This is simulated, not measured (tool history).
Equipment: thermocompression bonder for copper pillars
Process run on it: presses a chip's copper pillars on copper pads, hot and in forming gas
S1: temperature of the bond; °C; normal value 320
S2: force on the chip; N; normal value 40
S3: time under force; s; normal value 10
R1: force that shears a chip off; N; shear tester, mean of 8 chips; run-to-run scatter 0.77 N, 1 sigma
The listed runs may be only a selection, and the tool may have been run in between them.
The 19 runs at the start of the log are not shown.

run     day   S1  S2  S3    R1
 20  19.708  320  40  22  68.6
 21  20.712  320  55  13  69.2
 22  21.383  320  55  13  67.7
 23  22.267  292  40  10  45.9
 24  22.921  292  40  10  45.3
 25  24.033  318  36  10  54.1
 26  24.962  322  36  26  69.7
 27  25.717  349  59  13    74
 28    26.6  347  42  10  65.8
 29  27.938  347  33  16  67.9
 30  28.733  347  33  16  68.5
 31  29.867  308  33  16  54.9
 32  30.979  331  29  16  59.5
 33  31.938  295  31  10  42.6
     32.912  -- forming gas filter changed
 34  32.912  317  60  14  74.6
 35  34.167  320  28   8  50.8
 36  34.938  320  40   6  54.4
 37  35.558  320  40   6  53.6
     36.262  -- heater calibrated with a thermocouple chip
 38  36.825  320  40   6  51.6
 39  38.196  320  33  10  51.8
 40    38.8  348  31  11  65.2

Forecast each of these 3 alternatives for the next run:
  A  39.379  302  31  11   ?
  B  39.379  329  40  18   ?
  C  39.379  339  29  10   ?

run    R1
  A    45
  B  70.3
  C  58.1
Stripped of hidden state, with their random variation kept, the same runs would have yielded:
run    R1
  A  45.4
  B  71.4
  C  58.9

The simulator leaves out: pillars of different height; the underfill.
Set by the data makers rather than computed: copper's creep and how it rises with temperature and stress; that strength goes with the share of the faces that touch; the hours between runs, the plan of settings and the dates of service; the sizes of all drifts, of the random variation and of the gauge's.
